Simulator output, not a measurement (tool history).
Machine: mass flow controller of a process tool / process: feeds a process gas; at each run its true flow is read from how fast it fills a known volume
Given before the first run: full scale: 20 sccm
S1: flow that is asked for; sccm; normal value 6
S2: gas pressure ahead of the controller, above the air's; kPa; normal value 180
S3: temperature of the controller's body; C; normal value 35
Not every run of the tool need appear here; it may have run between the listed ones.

{"run": 1, "day": 0.0, "S1": 6, "S2": 180, "S3": 35, "true flow (%)": 99.02}
{"run": 2, "day": 1.638, "S1": 6, "S2": 180, "S3": 35, "true flow (%)": 99.24}
{"run": 3, "day": 4.583, "S1": 6, "S2": 180, "S3": 35, "true flow (%)": 99.1}
{"run": 4, "day": 7.612, "S1": 6, "S2": 180, "S3": 35, "true flow (%)": 99.12}
{"run": 5, "day": 10.425, "S1": 6, "S2": 180, "S3": 35, "true flow (%)": 99.17}
{"run": 6, "day": 12.038, "S1": 6, "S2": 180, "S3": 35, "true flow (%)": 99.04}
{"run": 7, "day": 14.583, "S1": 6, "S2": 180, "S3": 35, "true flow (%)": 99.22}
{"run": 8, "day": 16.829, "S1": 6, "S2": 180, "S3": 35, "true flow (%)": 99.22}
{"run": 9, "day": 20.062, "S1": 6, "S2": 180, "S3": 35, "true flow (%)": 99.39}
{"run": 10, "day": 22.85, "S1": 6, "S2": 180, "S3": 29, "true flow (%)": 99.88}
{"run": 11, "day": 25.358, "S1": 11, "S2": 180, "S3": 35, "true flow (%)": 99.41}
{"run": 12, "day": 27.792, "S1": 11, "S2": 180, "S3": 35, "true flow (%)": 99.36}
{"run": 13, "day": 31.096, "S1": 11, "S2": 180, "S3": 35, "true flow (%)": 99.48}
{"run": 14, "day": 32.667, "S1": 6, "S2": 180, "S3": 35, "true flow (%)": 99.36}
{"run": 15, "day": 35.679, "S1": 6, "S2": 180, "S3": 31, "true flow (%)": 99.92}
{"run": 16, "day": 38.35, "S1": 6, "S2": 180, "S3": 31, "true flow (%)": 100.01}
{"run": 17, "day": 41.133, "S1": 4, "S2": 180, "S3": 35, "true flow (%)": 99.69}
{"run": 18, "day": 43.967, "S1": 6, "S2": 180, "S3": 35, "true flow (%)": 99.48}
{"run": 19, "day": 45.879, "S1": 6, "S2": 180, "S3": 35, "true flow (%)": 99.51}
{"run": 20, "day": 47.942, "S1": 6, "S2": 180, "S3": 35, "true flow (%)": 99.76}
{"run": 21, "day": 51.183, "S1": 6, "S2": 180, "S3": 35, "true flow (%)": 99.67}
{"run": 22, "day": 53.108, "S1": 6, "S2": 180, "S3": 35, "true flow (%)": 99.6}
{"run": 23, "day": 55.975, "S1": 6, "S2": 180, "S3": 35, "true flow (%)": 99.65}
{"run": 24, "day": 57.6, "S1": 6, "S2": 146, "S3": 21, "true flow (%)": 101.44}
{"run": 25, "day": 59.708, "S1": 6, "S2": 146, "S3": 21, "true flow (%)": 101.49}
{"run": 26, "day": 62.867, "S1": 6, "S2": 146, "S3": 21, "true flow (%)": 101.59}
{"run": 27, "day": 65.158, "S1": 5, "S2": 180, "S3": 35, "true flow (%)": 100.07}
{"run": 28, "day": 68.096, "S1": 5, "S2": 180, "S3": 35, "true flow (%)": 99.93}
{"day": 68.383, "done": "controller's zero set anew"}
{"run": 29, "day": 70.183, "S1": 5, "S2": 180, "S3": 35, "true flow (%)": 100.07}
{"run": 30, "day": 72.688, "S1": 4, "S2": 180, "S3": 20, "true flow (%)": 101.79}
{"run": 31, "day": 75.5, "S1": 17, "S2": 153, "S3": 35, "true flow (%)": 100.34}
{"day": 76.55, "done": "controller's zero set anew, once more"}
{"run": 32, "day": 78.467, "S1": 4, "S2": 180, "S3": 30, "true flow (%)": 100.23}
{"run": 33, "day": 81.221, "S1": 4, "S2": 180, "S3": 30, "true flow (%)": 100.45}
{"run": 34, "day": 83.221, "S1": 7, "S2": 149, "S3": 40, "true flow (%)": 99.52}
{"run": 35, "day": 85.267, "S1": 7, "S2": 149, "S3": 29, "true flow (%)": 100.75}
{"run": 36, "day": 87.371, "S1": 7, "S2": 149, "S3": 29, "true flow (%)": 100.68}
{"run": 37, "day": 89.175, "S1": 13, "S2": 217, "S3": 35, "true flow (%)": 99.74}
{"run": 38, "day": 92.388, "S1": 3, "S2": 267, "S3": 25, "true flow (%)": 100.31}
{"run": 39, "day": 94.0, "S1": 4, "S2": 237, "S3": 35, "true flow (%)": 99.4}
{"run": 40, "day": 97.083, "S1": 7, "S2": 186, "S3": 35, "true flow (%)": 99.81}
{"run": 41, "day": 99.358, "S1": 8, "S2": 237, "S3": 29, "true flow (%)": 100.1}
{"run": 42, "day": 100.708, "S1": 8, "S2": 237, "S3": 29, "true flow (%)": 100.14}
{"run": 43, "day": 102.167, "S1": 8, "S2": 237, "S3": 29, "true flow (%)": 100.23}

Branching from run 43: 3 alternative next runs. What would each branch give?
{"run": "A", "day": 104.15, "S1": 5, "S2": 224, "S3": 39, "true flow (%)": "?"}
{"run": "B", "day": 104.15, "S1": 6, "S2": 165, "S3": 33, "true flow (%)": "?"}
{"run": "C", "day": 104.15, "S1": 11, "S2": 180, "S3": 21, "true flow (%)": "?"}

run=A true_flow_(%)=99.28
run=B true_flow_(%)=100.4
run=C true_flow_(%)=101.39
What these runs would have given with no unlogged condition in the tool:
run=A true_flow_(%)=97.81
run=B true_flow_(%)=98.99
run=C true_flow_(%)=100.12

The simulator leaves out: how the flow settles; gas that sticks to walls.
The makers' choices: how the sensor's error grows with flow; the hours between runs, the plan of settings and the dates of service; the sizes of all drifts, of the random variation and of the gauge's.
